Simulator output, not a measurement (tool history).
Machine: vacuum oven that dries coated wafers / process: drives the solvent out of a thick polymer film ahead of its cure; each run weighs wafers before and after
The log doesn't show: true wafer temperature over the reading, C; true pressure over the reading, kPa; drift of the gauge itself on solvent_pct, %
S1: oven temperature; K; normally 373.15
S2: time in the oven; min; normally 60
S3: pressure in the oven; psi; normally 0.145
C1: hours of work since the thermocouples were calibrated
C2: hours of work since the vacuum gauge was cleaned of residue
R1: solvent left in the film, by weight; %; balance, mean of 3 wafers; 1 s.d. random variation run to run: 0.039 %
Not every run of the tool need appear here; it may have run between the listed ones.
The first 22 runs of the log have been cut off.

run 23 day=33.358 | S1=365.15 S2=69 S3=0.464 | C1=428 C2=542 | R1=4.11
run 24 day=34.392 | S1=364.15 S2=76 S3=0.074 | C1=439 C2=552 | R1=1.97
run 25 day=35.388 | S1=364.15 S2=76 S3=0.074 | C1=449 C2=562 | R1=1.95
run 26 day=36.396 | S1=383.15 S2=52 S3=0.344 | C1=459 C2=573 | R1=1.35
run 27 day=37.500 | S1=383.15 S2=52 S3=0.344 | C1=470 C2=584 | R1=1.27
run 28 day=39.121 | S1=383.15 S2=52 S3=0.344 | C1=487 C2=601 | R1=1.28
run 29 day=40.825 | S1=383.15 S2=70 S3=0.104 | C1=505 C2=618 | R1=0.48
run 30 day=42.458 | S1=387.15 S2=60 S3=0.547 | C1=521 C2=635 | R1=1.63
run 31 day=44.600 | S1=387.15 S2=60 S3=0.547 | C1=543 C2=657 | R1=1.59
run 32 day=46.667 | S1=387.15 S2=60 S3=0.547 | C1=564 C2=678 | R1=1.61
run 33 day=47.846 | S1=387.15 S2=60 S3=0.547 | C1=577 C2=690 | R1=1.71
run 34 day=49.962 | S1=376.15 S2=60 S3=0.073 | C1=598 C2=712 | R1=0.68

Here are 5 independent what-if runs from the current tool condition. What would each one return?
run A day=51.954 | S1=372.15 S2=44 S3=0.476 | C1=619 C2=732 | R1=?
run B day=51.954 | S1=377.15 S2=60 S3=0.145 | C1=619 C2=732 | R1=?
run C day=51.954 | S1=362.15 S2=60 S3=0.073 | C1=619 C2=732 | R1=?
run D day=51.954 | S1=386.15 S2=105 S3=0.342 | C1=619 C2=732 | R1=?
run E day=51.954 | S1=384.15 S2=60 S3=0.145 | C1=619 C2=732 | R1=?

run=A R1=3.54
run=B R1=0.99
run=C R1=3.00
run=D R1=1.02
run=E R1=0.52
Without the tool's hidden state the same runs would have given:
run=A R1=3.56
run=B R1=0.92
run=C R1=2.99
run=D R1=0.95
run=E R1=0.44

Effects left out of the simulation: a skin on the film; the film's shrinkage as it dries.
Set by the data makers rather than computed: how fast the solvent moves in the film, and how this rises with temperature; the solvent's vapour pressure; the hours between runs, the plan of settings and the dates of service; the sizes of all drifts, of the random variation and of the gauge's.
